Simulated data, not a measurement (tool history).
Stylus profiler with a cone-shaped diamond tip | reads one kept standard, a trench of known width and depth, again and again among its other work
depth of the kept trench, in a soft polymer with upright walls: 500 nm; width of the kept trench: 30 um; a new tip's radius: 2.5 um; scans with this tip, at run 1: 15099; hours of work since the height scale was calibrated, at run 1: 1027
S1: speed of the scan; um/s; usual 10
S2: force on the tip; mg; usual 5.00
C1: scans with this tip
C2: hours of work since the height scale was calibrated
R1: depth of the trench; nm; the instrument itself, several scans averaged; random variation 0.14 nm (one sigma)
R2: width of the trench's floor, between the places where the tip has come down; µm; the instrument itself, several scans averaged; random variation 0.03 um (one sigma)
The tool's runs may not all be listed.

run	hour	S1	S2	C1	C2	R1	R2
1	0.0	10	5.00	15099	1027	506.62	25.66
2	42.8	9	5.00	15570	1059	506.34	25.63
3	119.0	18	5.00	16409	1116	506.07	25.51
4	173.3	18	2.41	17007	1157	502.54	25.48
5	228.8	7	5.00	17617	1198	506.03	25.41
6	292.0	7	5.00	18314	1245	505.87	25.42
7	362.2	7	5.00	19086	1298	505.89	25.33
8	446.9	10	5.00	20018	1361	505.60	25.29
9	520.1	10	5.00	20824	1416	505.58	25.21
10	571.7	10	5.00	21392	1455	505.44	25.20
11	630.4	10	5.00	22039	1499	505.43	25.16
# hour 703.1: height scale calibrated on a step standard
12	722.6	10	5.00	23048	15	508.53	25.07
13	760.9	10	5.00	23469	43	508.75	24.99
14	848.8	10	12.69	24437	109	515.69	24.94
# hour 877.3: new tip fitted, height scale calibrated
15	924.0	10	12.69	513	35	515.76	26.98
16	992.4	10	12.69	1266	86	515.54	26.86
17	1044.6	10	12.69	1841	125	515.44	26.75
18	1093.1	24	5.00	2375	162	508.41	26.66
19	1143.2	24	5.00	2926	199	508.24	26.63
20	1190.0	28	5.00	3441	234	508.24	26.58
21	1274.4	10	5.00	4371	297	507.81	26.52
22	1316.6	10	5.00	4835	329	507.85	26.46
23	1393.1	10	5.00	5677	386	507.91	26.39
24	1453.5	10	5.00	6342	431	507.80	26.32
25	1493.0	2	3.31	6777	461	505.30	26.29
26	1568.2	2	3.31	7605	517	505.51	26.22
27	1647.8	2	3.31	8481	577	505.65	26.17
28	1721.4	3	8.53	9291	632	510.87	26.02
29	1797.2	3	5.03	10125	689	507.32	25.98
30	1853.0	3	5.03	10740	730	506.92	25.93
31	1919.4	2	10.07	11470	780	512.21	25.87
32	1971.3	4	2.69	12041	819	504.05	25.80
33	2045.6	10	4.13	12860	875	505.95	25.75
34	2136.1	11	7.02	13856	942	508.99	25.65
35	2188.5	11	7.02	14433	982	508.91	25.66
36	2242.7	16	5.91	15030	1022	507.66	25.55
37	2336.3	2	5.24	16059	1092	506.74	25.56
38	2424.5	3	4.45	17030	1158	505.77	25.43
39	2484.0	4	10.88	17685	1203	511.80	25.41
40	2552.0	12	10.88	18434	1254	511.62	25.30
41	2621.8	6	3.60	19202	1306	504.19	25.33
42	2666.0	2	3.18	19689	1339	503.55	25.22
43	2760.0	2	3.18	20723	1409	503.64	25.18
44	2833.8	2	4.59	21535	1464	505.19	25.16
45	2918.1	4	3.05	22463	1528	503.07	25.03

Forecast each of these 4 alternatives for the next run:
# hour 2948.9: height scale calibrated on a step standard
A	3005.4	11	3.17	23419	42	?	?
# hour 2948.9: height scale calibrated on a step standard
B	3005.4	10	10.64	23419	42	?	?
# hour 2948.9: height scale calibrated on a step standard
C	3005.4	7	3.05	23419	42	?	?
# hour 2948.9: height scale calibrated on a step standard
D	3005.4	2	3.05	23419	42	?	?

run	R1	R2
A	505.87	25.00
B	513.69	25.01
C	505.76	24.98
D	505.87	25.00
Without the tool's hidden state the same runs would have given:
run	R1	R2
A	506.06	27.00
B	513.89	27.01
C	505.95	26.99
D	506.06	27.00
